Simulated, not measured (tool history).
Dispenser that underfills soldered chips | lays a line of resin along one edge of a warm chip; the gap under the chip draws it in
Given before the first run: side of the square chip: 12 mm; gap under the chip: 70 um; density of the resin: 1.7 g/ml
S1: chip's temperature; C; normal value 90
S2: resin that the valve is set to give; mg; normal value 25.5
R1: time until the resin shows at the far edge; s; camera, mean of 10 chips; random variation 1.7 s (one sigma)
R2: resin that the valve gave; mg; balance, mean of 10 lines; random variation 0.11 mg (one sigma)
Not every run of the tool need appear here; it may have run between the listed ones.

{"run": 1, "hour": 0.0, "S1": 90, "S2": 25.5, "R1": 191.3, "R2": 22.48}
{"run": 2, "hour": 17.4, "S1": 90, "S2": 25.5, "R1": 163.4, "R2": 25.29}
{"run": 3, "hour": 31.2, "S1": 90, "S2": 25.5, "R1": 178.7, "R2": 25.5}
{"run": 4, "hour": 39.3, "S1": 91, "S2": 25.5, "R1": 163.2, "R2": 24.86}
{"run": 5, "hour": 53.2, "S1": 91, "S2": 25.5, "R1": 181.6, "R2": 24.94}
{"run": 6, "hour": 65.7, "S1": 91, "S2": 25.5, "R1": 186.8, "R2": 24.93}
{"run": 7, "hour": 82.2, "S1": 103, "S2": 25.5, "R1": 122.6, "R2": 24.61}
{"run": 8, "hour": 92.5, "S1": 90, "S2": 25.5, "R1": 177.5, "R2": 24.45}
{"run": 9, "hour": 103.8, "S1": 90, "S2": 25.5, "R1": 177.3, "R2": 24.27}
{"run": 10, "hour": 117.3, "S1": 90, "S2": 25.5, "R1": 191.7, "R2": 24.06}
{"run": 11, "hour": 130.2, "S1": 90, "S2": 28.2, "R1": 199.4, "R2": 26.41}
{"run": 12, "hour": 145.7, "S1": 90, "S2": 28.2, "R1": 181.9, "R2": 26.23}
{"run": 13, "hour": 152.6, "S1": 90, "S2": 28.2, "R1": 161.2, "R2": 26.06}
{"run": 14, "hour": 166.3, "S1": 90, "S2": 28.2, "R1": 183.5, "R2": 25.93}
{"run": 15, "hour": 179.5, "S1": 90, "S2": 25.5, "R1": 187.8, "R2": 23.25}
{"run": 16, "hour": 192.3, "S1": 90, "S2": 25.5, "R1": 206.7, "R2": 22.91}
{"run": 17, "hour": 199.4, "S1": 90, "S2": 25.5, "R1": 191.1, "R2": 22.68}
{"run": 18, "hour": 213.3, "S1": 99, "S2": 31.2, "R1": 155.1, "R2": 27.79}
{"run": 19, "hour": 231.1, "S1": 99, "S2": 31.2, "R1": 142.1, "R2": 31.12}
{"run": 20, "hour": 243.5, "S1": 94, "S2": 22.2, "R1": 181.3, "R2": 22.07}
{"run": 21, "hour": 256.2, "S1": 94, "S2": 22.2, "R1": 181.9, "R2": 21.69}
{"run": 22, "hour": 271.3, "S1": 94, "S2": 22.2, "R1": 161.6, "R2": 21.5}
{"run": 23, "hour": 278.3, "S1": 94, "S2": 22.2, "R1": 184.5, "R2": 21.5}
{"run": 24, "hour": 286.1, "S1": 98, "S2": 25.5, "R1": 148.4, "R2": 24.55}
{"run": 25, "hour": 302.9, "S1": 100, "S2": 25.2, "R1": 129.5, "R2": 24.1}
{"run": 26, "hour": 314.5, "S1": 100, "S2": 25.2, "R1": 133.4, "R2": 23.94}
{"run": 27, "hour": 331.1, "S1": 87, "S2": 21.9, "R1": 238.2, "R2": 20.44}
{"run": 28, "hour": 342.2, "S1": 88, "S2": 27.9, "R1": 220.0, "R2": 25.99}
{"run": 29, "hour": 349.8, "S1": 88, "S2": 27.9, "R1": 194.8, "R2": 25.93}
{"run": 30, "hour": 358.0, "S1": 93, "S2": 21.9, "R1": 174.4, "R2": 20.29}
{"run": 31, "hour": 367.6, "S1": 86, "S2": 21.9, "R1": 209.6, "R2": 20.2}
{"run": 32, "hour": 381.0, "S1": 95, "S2": 32.0, "R1": 160.5, "R2": 29.19}
{"run": 33, "hour": 393.0, "S1": 95, "S2": 32.0, "R1": 168.1, "R2": 29.18}

Not shown here: 39 entries made in the log between runs. Locate each between two listed runs and compare the hidden state at the listed run before it with the hidden state at the listed run after it:
Logged between run 1 and run 2: new syringe of resin (hour 5.0); dispensing valve cleaned and set on the balance (hour 6.8); new syringe of resin (hour 17.3)
  resin's viscosity, % of fresh resin's: 113.2 -> 101.1; dose that the valve gives, % of what is set: 88.41 -> 99.8; true chip temperature over the reading, C: 0.12 -> 0.1
  measured less the result without the state, R1: +26.2 -> +1.4 s; R2: -2.94 -> -0.05 mg
Logged between run 2 and run 3: new syringe of resin (hour 27.5)
  resin's viscosity, % of fresh resin's: 101.1 -> 111.1; dose that the valve gives, % of what is set: 99.8 -> 99.11; true chip temperature over the reading, C: 0.1 -> 0.08
  measured less the result without the state, R1: +1.4 -> +17.6 s; R2: -0.05 -> -0.23 mg
Logged between run 3 and run 4: new syringe of resin (hour 37.9)
  resin's viscosity, % of fresh resin's: 111.1 -> 102.4; dose that the valve gives, % of what is set: 99.11 -> 98.7; true chip temperature over the reading, C: 0.08 -> 0.07
  measured less the result without the state, R1: +17.6 -> +3.9 s; R2: -0.23 -> -0.33 mg
Logged between run 4 and run 5: new syringe of resin (hour 47.9)
  resin's viscosity, % of fresh resin's: 102.4 -> 113.8; dose that the valve gives, % of what is set: 98.7 -> 97.96; true chip temperature over the reading, C: 0.07 -> 0.05
  measured less the result without the state, R1: +3.9 -> +22.5 s; R2: -0.33 -> -0.52 mg
Logged between run 5 and run 6: new syringe of resin (hour 59.0)
  resin's viscosity, % of fresh resin's: 113.8 -> 116.7; dose that the valve gives, % of what is set: 97.96 -> 97.29; true chip temperature over the reading, C: 0.05 -> 0.03
  measured less the result without the state, R1: +22.5 -> +27.3 s; R2: -0.52 -> -0.69 mg
Logged between run 6 and run 7: new syringe of resin (hour 69.0); new syringe of resin (hour 79.8)
  resin's viscosity, % of fresh resin's: 116.7 -> 107.1; dose that the valve gives, % of what is set: 97.29 -> 96.35; true chip temperature over the reading, C: 0.03 -> 0
  measured less the result without the state, R1: +27.3 -> +8.9 s; R2: -0.69 -> -0.93 mg
Logged between run 7 and run 8: new syringe of resin (hour 90.6)
  resin's viscosity, % of fresh resin's: 107.1 -> 105.5; dose that the valve gives, % of what is set: 96.35 -> 95.74; true chip temperature over the reading, C: 0 -> -0.01
  measured less the result without the state, R1: +8.9 -> +10.6 s; R2: -0.93 -> -1.09 mg
Logged between run 8 and run 9: new syringe of resin (hour 100.7)
  resin's viscosity, % of fresh resin's: 105.5 -> 106.6; dose that the valve gives, % of what is set: 95.74 -> 95.11; true chip temperature over the reading, C: -0.01 -> -0.03
  measured less the result without the state, R1: +10.6 -> +12.6 s; R2: -1.09 -> -1.25 mg
Logged between run 9 and run 10: new syringe of resin (hour 111.3)
  resin's viscosity, % of fresh resin's: 106.6 -> 114.4; dose that the valve gives, % of what is set: 95.11 -> 94.38; true chip temperature over the reading, C: -0.03 -> -0.05
  measured less the result without the state, R1: +12.6 -> +26.2 s; R2: -1.25 -> -1.44 mg
Logged between run 10 and run 11: new syringe of resin (hour 121.6)
  resin's viscosity, % of fresh resin's: 114.4 -> 122.2; dose that the valve gives, % of what is set: 94.38 -> 93.66; true chip temperature over the reading, C: -0.05 -> -0.07
  measured less the result without the state, R1: +26.2 -> +37.7 s; R2: -1.44 -> -1.79 mg
Logged between run 11 and run 12: new syringe of resin (hour 132.0); new syringe of resin (hour 142.3)
  resin's viscosity, % of fresh resin's: 122.2 -> 110.9; dose that the valve gives, % of what is set: 93.66 -> 92.86; true chip temperature over the reading, C: -0.07 -> -0.09
  measured less the result without the state, R1: +37.7 -> +19.6 s; R2: -1.79 -> -2.02 mg
Logged between run 12 and run 13: new syringe of resin (hour 152.6)
  resin's viscosity, % of fresh resin's: 110.9 -> 99; dose that the valve gives, % of what is set: 92.86 -> 92.47; true chip temperature over the reading, C: -0.09 -> -0.1
  measured less the result without the state, R1: +19.6 -> +0.3 s; R2: -2.02 -> -2.12 mg
Logged between run 13 and run 14: new syringe of resin (hour 162.7)
  resin's viscosity, % of fresh resin's: 99 -> 110.3; dose that the valve gives, % of what is set: 92.47 -> 91.72; true chip temperature over the reading, C: -0.1 -> -0.12
  measured less the result without the state, R1: +0.3 -> +19.5 s; R2: -2.12 -> -2.34 mg
Logged between run 14 and run 15: new syringe of resin (hour 173.4)
  resin's viscosity, % of fresh resin's: 110.3 -> 115.3; dose that the valve gives, % of what is set: 91.72 -> 91.01; true chip temperature over the reading, C: -0.12 -> -0.14
  measured less the result without the state, R1: +19.5 -> +28.7 s; R2: -2.34 -> -2.30 mg
Logged between run 15 and run 16: new syringe of resin (hour 183.6)
  resin's viscosity, % of fresh resin's: 115.3 -> 122.2; dose that the valve gives, % of what is set: 91.01 -> 90.33; true chip temperature over the reading, C: -0.14 -> -0.16
  measured less the result without the state, R1: +28.7 -> +41.8 s; R2: -2.30 -> -2.46 mg
Logged between run 16 and run 17: new syringe of resin (hour 193.8)
  resin's viscosity, % of fresh resin's: 122.2 -> 113.9; dose that the valve gives, % of what is set: 90.33 -> 89.98; true chip temperature over the reading, C: -0.16 -> -0.17
  measured less the result without the state, R1: +41.8 -> +27.9 s; R2: -2.46 -> -2.53 mg
Logged between run 17 and run 18: new syringe of resin (hour 205.0)
  resin's viscosity, % of fresh resin's: 113.9 -> 121.2; dose that the valve gives, % of what is set: 89.98 -> 89.23; true chip temperature over the reading, C: -0.17 -> -0.19
  measured less the result without the state, R1: +27.9 -> +29.0 s; R2: -2.53 -> -3.34 mg
Logged between run 18 and run 19: new syringe of resin (hour 215.5); dispensing valve cleaned and set on the balance (hour 220.7); new syringe of resin (hour 226.8)
  resin's viscosity, % of fresh resin's: 121.2 -> 112.9; dose that the valve gives, % of what is set: 89.23 -> 99.3; true chip temperature over the reading, C: -0.19 -> -0.21
  measured less the result without the state, R1: +29.0 -> +17.0 s; R2: -3.34 -> -0.22 mg
Logged between run 19 and run 20: new syringe of resin (hour 237.6)
  resin's viscosity, % of fresh resin's: 112.9 -> 115.9; dose that the valve gives, % of what is set: 99.3 -> 98.64; true chip temperature over the reading, C: -0.21 -> -0.23
  measured less the result without the state, R1: +17.0 -> +26.5 s; R2: -0.22 -> -0.30 mg
Logged between run 20 and run 21: new syringe of resin (hour 248.4)
  resin's viscosity, % of fresh resin's: 115.9 -> 119.3; dose that the valve gives, % of what is set: 98.64 -> 97.97; true chip temperature over the reading, C: -0.23 -> -0.25
  measured less the result without the state, R1: +26.5 -> +31.5 s; R2: -0.30 -> -0.45 mg
Logged between run 21 and run 22: new syringe of resin (hour 258.5); new syringe of resin (hour 269.6)
  resin's viscosity, % of fresh resin's: 119.3 -> 104; dose that the valve gives, % of what is set: 97.97 -> 97.15; true chip temperature over the reading, C: -0.25 -> -0.27
  measured less the result without the state, R1: +31.5 -> +8.7 s; R2: -0.45 -> -0.64 mg
Logged between run 23 and run 24: new syringe of resin (hour 280.4)
  resin's viscosity, % of fresh resin's: 122.3 -> 113.2; dose that the valve gives, % of what is set: 96.8 -> 96.42; true chip temperature over the reading, C: -0.28 -> -0.29
  measured less the result without the state, R1: +36.3 -> +19.1 s; R2: -0.71 -> -0.91 mg
Logged between run 24 and run 25: new syringe of resin (hour 291.1); new syringe of resin (hour 301.2)
  resin's viscosity, % of fresh resin's: 113.2 -> 103.9; dose that the valve gives, % of what is set: 96.42 -> 95.48; true chip temperature over the reading, C: -0.29 -> -0.31
  measured less the result without the state, R1: +19.1 -> +7.1 s; R2: -0.91 -> -1.13 mg
Logged between run 25 and run 26: new syringe of resin (hour 312.1)
  resin's viscosity, % of fresh resin's: 103.9 -> 105.5; dose that the valve gives, % of what is set: 95.48 -> 94.93; true chip temperature over the reading, C: -0.31 -> -0.33
  measured less the result without the state, R1: +7.1 -> +9.3 s; R2: -1.13 -> -1.28 mg
Logged between run 26 and run 27: new syringe of resin (hour 322.2)
  resin's viscosity, % of fresh resin's: 105.5 -> 124.2; dose that the valve gives, % of what is set: 94.93 -> 94; true chip temperature over the reading, C: -0.33 -> -0.36
  measured less the result without the state, R1: +9.3 -> +52.5 s; R2: -1.28 -> -1.31 mg
Logged between run 27 and run 28: new syringe of resin (hour 332.6)
  resin's viscosity, % of fresh resin's: 124.2 -> 125.5; dose that the valve gives, % of what is set: 94 -> 93.42; true chip temperature over the reading, C: -0.36 -> -0.37
  measured less the result without the state, R1: +52.5 -> +48.1 s; R2: -1.31 -> -1.83 mg
Logged between run 28 and run 29: new syringe of resin (hour 344.0)
  resin's viscosity, % of fresh resin's: 125.5 -> 113.2; dose that the valve gives, % of what is set: 93.42 -> 93.01; true chip temperature over the reading, C: -0.37 -> -0.38
  measured less the result without the state, R1: +48.1 -> +26.3 s; R2: -1.83 -> -1.95 mg
Logged between run 29 and run 30: new syringe of resin (hour 354.2)
  resin's viscosity, % of fresh resin's: 113.2 -> 108.8; dose that the valve gives, % of what is set: 93.01 -> 92.57; true chip temperature over the reading, C: -0.38 -> -0.39
  measured less the result without the state, R1: +26.3 -> +20.3 s; R2: -1.95 -> -1.63 mg
Logged between run 30 and run 31: new syringe of resin (hour 364.7)
  resin's viscosity, % of fresh resin's: 108.8 -> 106.2; dose that the valve gives, % of what is set: 92.57 -> 92.03; true chip temperature over the reading, C: -0.39 -> -0.41
  measured less the result without the state, R1: +20.3 -> +20.5 s; R2: -1.63 -> -1.75 mg
Logged between run 31 and run 32: new syringe of resin (hour 375.0)
  resin's viscosity, % of fresh resin's: 106.2 -> 113.6; dose that the valve gives, % of what is set: 92.03 -> 91.27; true chip temperature over the reading, C: -0.41 -> -0.43
  measured less the result without the state, R1: +20.5 -> +21.8 s; R2: -1.75 -> -2.80 mg
Logged between run 32 and run 33: new syringe of resin (hour 385.6)
  resin's viscosity, % of fresh resin's: 113.6 -> 119.1; dose that the valve gives, % of what is set: 91.27 -> 90.62; true chip temperature over the reading, C: -0.43 -> -0.45
  measured less the result without the state, R1: +21.8 -> +29.7 s; R2: -2.80 -> -3.02 mg

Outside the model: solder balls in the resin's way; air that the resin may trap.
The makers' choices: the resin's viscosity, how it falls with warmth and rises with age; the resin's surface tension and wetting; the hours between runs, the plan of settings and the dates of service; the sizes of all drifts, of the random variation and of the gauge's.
